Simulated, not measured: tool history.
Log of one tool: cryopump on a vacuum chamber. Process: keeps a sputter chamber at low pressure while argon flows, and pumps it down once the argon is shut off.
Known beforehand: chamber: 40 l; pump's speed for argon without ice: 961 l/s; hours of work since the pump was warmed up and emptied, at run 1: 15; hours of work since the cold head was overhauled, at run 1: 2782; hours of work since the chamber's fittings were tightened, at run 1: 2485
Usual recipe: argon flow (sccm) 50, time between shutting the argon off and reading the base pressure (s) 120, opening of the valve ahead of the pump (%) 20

run,hour,argon flow (sccm),time between shutting the argon off and reading the base pressure (s),opening of the valve ahead of the pump (%),hours of work since the pump was warmed up and emptied,hours of work since the cold head was overhauled,hours of work since the chamber's fittings were tightened,pressure while argon flows (Pa),pressure after the wait (uPa)
1,0,50,120,20,15,2782,2485,0.4415,3.29
2,70.2,50,120,20,65,2832,2536,0.4456,3.31
3,135.3,50,120,19,112,2879,2582,0.4698,3.47
4,193.5,50,120,19,154,2920,2624,0.4688,3.51
5,309.2,50,120,19,237,3003,2707,0.4735,3.65
6,409.4,50,120,19,309,3075,2779,0.4785,3.73
7,519.8,50,174,20,388,3154,2858,0.4539,3.54
8,618.3,50,298,20,458,3225,2929,0.4604,3.43
# hour 725.1: leaking fittings of the chamber tightened, without venting
9,742.9,50,120,20,546,3313,13,0.4667,1.55
10,851.3,50,120,20,624,3391,90,0.4663,1.64
11,968.9,50,51,20,709,3475,175,0.4699,3.15
12,1088.5,50,120,20,794,3561,261,0.4815,1.84
# hour 1160.8: pump warmed up, emptied and cooled again
13,1186,50,120,20,18,3627,327,0.4442,1.65
14,1243.9,50,98,20,60,3669,369,0.4468,1.94
15,1357.3,50,98,20,141,3750,450,0.4473,2.03
16,1429.1,50,98,20,193,3802,501,0.4476,2.06
17,1507.7,50,98,20,249,3858,558,0.4539,2.08
18,1615.7,50,98,20,326,3936,635,0.451,2.17
19,1705.1,39,120,31,390,4000,699,0.2347,2.01
20,1777.2,50,30,16,442,4051,751,0.5678,5.4
21,1864.4,79,120,23,505,4114,814,0.639,2.15
22,1919.4,23,120,44,544,4153,853,0.1028,2.22
23,2042.2,23,120,44,632,4242,941,0.1041,2.41
24,2097.3,23,120,44,672,4281,981,0.1049,2.37
25,2150.5,74,267,58,710,4319,1019,0.2696,1.96
26,2254.9,74,91,25,785,4394,1094,0.5752,2.95
# hour 2342.3: pump warmed up, emptied and cooled again
27,2366.9,31,120,25,18,4471,1171,0.2208,2.28
28,2447.4,43,120,25,75,4529,1228,0.3086,2.4
29,2546.3,43,120,25,146,4600,1299,0.3096,2.39
30,2660.8,25,133,37,228,4682,1381,0.123,2.45
31,2762.8,25,133,26,302,4755,1455,0.1746,2.6
32,2888.9,25,133,26,392,4845,1545,0.1783,2.67
33,2971.7,26,33,55,451,4905,1604,0.093,5.62
34,3044.3,71,33,42,504,4957,1656,0.3251,5.8

Consider 4 possible next runs. They are alternatives, not a sequence: every one starts from the tool as it was left by run 34. What does each give?
A,3148.1,65,40,22,578,5031,1731,?,?
B,3148.1,71,30,27,578,5031,1731,?,?
C,3148.1,72,27,30,578,5031,1731,?,?
D,3148.1,71,33,37,578,5031,1731,?,?

run,pressure while argon flows (Pa),pressure after the wait (uPa)
A,0.5502,5.24
B,0.4953,6.32
C,0.4554,6.76
D,0.3722,5.97
Without the tool's unlogged condition, the same runs would have read:
run,pressure while argon flows (Pa),pressure after the wait (uPa)
A,0.5181,3.53
B,0.4602,4.6
C,0.4199,5.06
D,0.3371,4.24

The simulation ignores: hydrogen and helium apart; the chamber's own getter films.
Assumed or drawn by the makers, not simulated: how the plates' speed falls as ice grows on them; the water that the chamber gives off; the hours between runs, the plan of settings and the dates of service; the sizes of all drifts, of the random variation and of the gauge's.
